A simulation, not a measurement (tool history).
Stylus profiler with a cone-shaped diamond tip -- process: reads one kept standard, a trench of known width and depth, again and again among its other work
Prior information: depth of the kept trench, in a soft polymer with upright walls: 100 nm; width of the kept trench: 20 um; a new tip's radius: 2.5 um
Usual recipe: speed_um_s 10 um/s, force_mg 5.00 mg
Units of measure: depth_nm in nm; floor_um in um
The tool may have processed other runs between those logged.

run   hour  speed_um_s  force_mg  depth_nm  floor_um
  1    0.0          10      5.00    101.14     18.51
  2   12.3          10      5.00    101.11     18.50
  3   26.1          10      5.00    101.17     18.48
  4   39.5          10      6.71    101.42     18.50
  5   59.7           5      5.00    101.14     18.50
  6   72.3           5      5.00    101.13     18.44
  7   92.8           5      5.00    101.20     18.51
  8  104.8          10      5.00    101.25     18.44
  9  124.0          10      5.00    101.18     18.47
 10  142.4          10      5.00    101.19     18.47
 11  168.1          10      5.00    101.22     18.50
 12  186.7          10      5.00    101.23     18.49
 13  206.3          10      6.54    101.44     18.46
 14  232.2          10      6.54    101.42     18.47
 15  244.4          10      6.54    101.47     18.50
 16  268.0           6      6.54    101.47     18.47
 17  290.3          10      5.00    101.23     18.54
 18  313.4          10      5.00    101.31     18.44
 19  324.4          10      5.00    101.29     18.41
 20  339.3          10      5.00    101.32     18.45
 21  358.9          10      5.00    101.30     18.48
 22  373.2          10      5.00    101.24     18.48
 23  391.1          10      7.98    101.75     18.47
 24  410.0          19      1.93    100.86     18.30
 25  424.0          19      1.93    100.81     18.31
 26  436.5          27      7.61    101.65     18.45
 27  458.2           5      1.69    100.81     18.41
 28  470.4           5      1.69    100.75     18.44
 29  484.7           9      4.78    101.28     18.44
 30  500.0           5      5.04    101.38     18.46
 31  518.4           5      5.04    101.35     18.55
 32  544.7           5      5.04    101.35     18.45
 33  560.1          10      4.36    101.23     18.36
 34  581.5          26      7.26    101.63     18.41
 35  602.3          26      7.26    101.66     18.36
 36  628.0           3      4.65    101.35     18.43
 37  647.8           8     11.67    102.21     18.51
 38  661.7           8     11.67    102.13     18.45
 39  674.2           6      5.20    101.41     18.44
 40  688.9          15      2.64    101.02     18.39
 41  714.5           2      1.99    100.93     18.52
 42  728.3           5      1.93    100.90     18.40
 43  742.5           6      1.93    100.96     18.43
 44  753.4          34      5.00    101.46     18.37
 45  769.7          10      8.59    101.85     18.35
 46  793.5           4     12.81    102.37     18.44

Measured result minus the same run's result without the hidden state. Both carry the same run-to-run variation, though not necessarily the same gauge scatter:
Unlogged tool condition in this case: radius of the tip, um; height scale over the true one, %; drift of the gauge itself on depth_nm, %; drift of the gauge itself on floor_um, %.
run  depth_nm  floor_um
  1     +0.13     -0.06
  2     +0.13     -0.06
  3     +0.14     -0.06
  4     +0.14     -0.06
  5     +0.15     -0.07
  6     +0.15     -0.06
  7     +0.16     -0.07
  8     +0.16     -0.07
  9     +0.18     -0.07
 10     +0.18     -0.08
 11     +0.19     -0.07
 12     +0.20     -0.07
 13     +0.20     -0.08
 14     +0.21     -0.08
 15     +0.21     -0.08
 16     +0.22     -0.09
 17     +0.23     -0.08
 18     +0.24     -0.09
 19     +0.24     -0.08
 20     +0.25     -0.09
 21     +0.25     -0.09
 22     +0.26     -0.09
 23     +0.27     -0.09
 24     +0.27     -0.09
 25     +0.27     -0.10
 26     +0.28     -0.10
 27     +0.28     -0.10
 28     +0.29     -0.10
 29     +0.29     -0.10
 30     +0.30     -0.10
 31     +0.31     -0.10
 32     +0.32     -0.10
 33     +0.32     -0.11
 34     +0.33     -0.11
 35     +0.33     -0.11
 36     +0.34     -0.11
 37     +0.35     -0.11
 38     +0.35     -0.12
 39     +0.36     -0.12
 40     +0.36     -0.11
 41     +0.37     -0.12
 42     +0.38     -0.12
 43     +0.38     -0.12
 44     +0.39     -0.12
 45     +0.39     -0.13
 46     +0.41     -0.13
